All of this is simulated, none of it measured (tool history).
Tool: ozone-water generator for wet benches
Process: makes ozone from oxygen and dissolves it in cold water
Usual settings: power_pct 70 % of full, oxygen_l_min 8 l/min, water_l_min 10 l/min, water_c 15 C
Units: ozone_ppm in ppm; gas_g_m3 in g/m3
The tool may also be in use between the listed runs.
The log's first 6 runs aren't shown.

run 7 day=34.121 | power_pct=70 oxygen_l_min=8 water_l_min=9 water_c=15 | ozone_ppm=35 gas_g_m3=158.4
run 8 day=39.492 | power_pct=70 oxygen_l_min=8 water_l_min=9 water_c=15 | ozone_ppm=35.2 gas_g_m3=158.9
run 9 day=46.829 | power_pct=70 oxygen_l_min=8 water_l_min=9 water_c=15 | ozone_ppm=34.9 gas_g_m3=157
run 10 day=52.592 | power_pct=70 oxygen_l_min=8 water_l_min=9 water_c=15 | ozone_ppm=35.1 gas_g_m3=156
run 11 day=58.533 | power_pct=65 oxygen_l_min=8 water_l_min=10 water_c=15 | ozone_ppm=31.6 gas_g_m3=147.1
run 12 day=62.121 | power_pct=65 oxygen_l_min=8 water_l_min=10 water_c=15 | ozone_ppm=31.2 gas_g_m3=147.3
-- day=66.204 contactor cleaned
run 13 day=66.204 | power_pct=65 oxygen_l_min=8 water_l_min=10 water_c=15 | ozone_ppm=31.6 gas_g_m3=148
run 14 day=71.196 | power_pct=65 oxygen_l_min=8 water_l_min=10 water_c=15 | ozone_ppm=31.6 gas_g_m3=146.1
run 15 day=75.783 | power_pct=65 oxygen_l_min=8 water_l_min=10 water_c=15 | ozone_ppm=31.7 gas_g_m3=146.9
run 16 day=82.258 | power_pct=70 oxygen_l_min=4.99 water_l_min=10 water_c=15 | ozone_ppm=32.8 gas_g_m3=181.4
run 17 day=85.812 | power_pct=70 oxygen_l_min=4.99 water_l_min=10 water_c=20 | ozone_ppm=29.5 gas_g_m3=181.3
run 18 day=93.542 | power_pct=70 oxygen_l_min=4.99 water_l_min=10 water_c=20 | ozone_ppm=29.6 gas_g_m3=180.9
run 19 day=99.829 | power_pct=44 oxygen_l_min=8 water_l_min=11 water_c=15 | ozone_ppm=21.4 gas_g_m3=104.9
run 20 day=105.879 | power_pct=57 oxygen_l_min=8 water_l_min=10 water_c=22 | ozone_ppm=23.7 gas_g_m3=130.1
run 21 day=110.921 | power_pct=70 oxygen_l_min=6.61 water_l_min=7 water_c=16 | ozone_ppm=38 gas_g_m3=164.8
run 22 day=115.958 | power_pct=70 oxygen_l_min=5.29 water_l_min=16 water_c=15 | ozone_ppm=24.6 gas_g_m3=176.5
run 23 day=119.279 | power_pct=70 oxygen_l_min=5.29 water_l_min=7 water_c=15 | ozone_ppm=39.8 gas_g_m3=178
run 24 day=125.65 | power_pct=70 oxygen_l_min=5.29 water_l_min=7 water_c=15 | ozone_ppm=39.5 gas_g_m3=175.7
run 25 day=131.712 | power_pct=70 oxygen_l_min=5.29 water_l_min=7 water_c=15 | ozone_ppm=39.4 gas_g_m3=174.2
-- day=133.808 water thermometer calibrated
run 26 day=138.883 | power_pct=70 oxygen_l_min=4.59 water_l_min=10 water_c=15 | ozone_ppm=32.4 gas_g_m3=183.5

The next listed run, before its measurement:
run 27 day=146.771 | power_pct=67 oxygen_l_min=4.95 water_l_min=10 water_c=9 | ozone_ppm=? gas_g_m3=?

ozone_ppm: 35 ppm
gas_g_m3: 173.2 g/m3
Without the tool's hidden state the same run would have given ozone_ppm 35.1 ppm, gas_g_m3 178 g/m3.

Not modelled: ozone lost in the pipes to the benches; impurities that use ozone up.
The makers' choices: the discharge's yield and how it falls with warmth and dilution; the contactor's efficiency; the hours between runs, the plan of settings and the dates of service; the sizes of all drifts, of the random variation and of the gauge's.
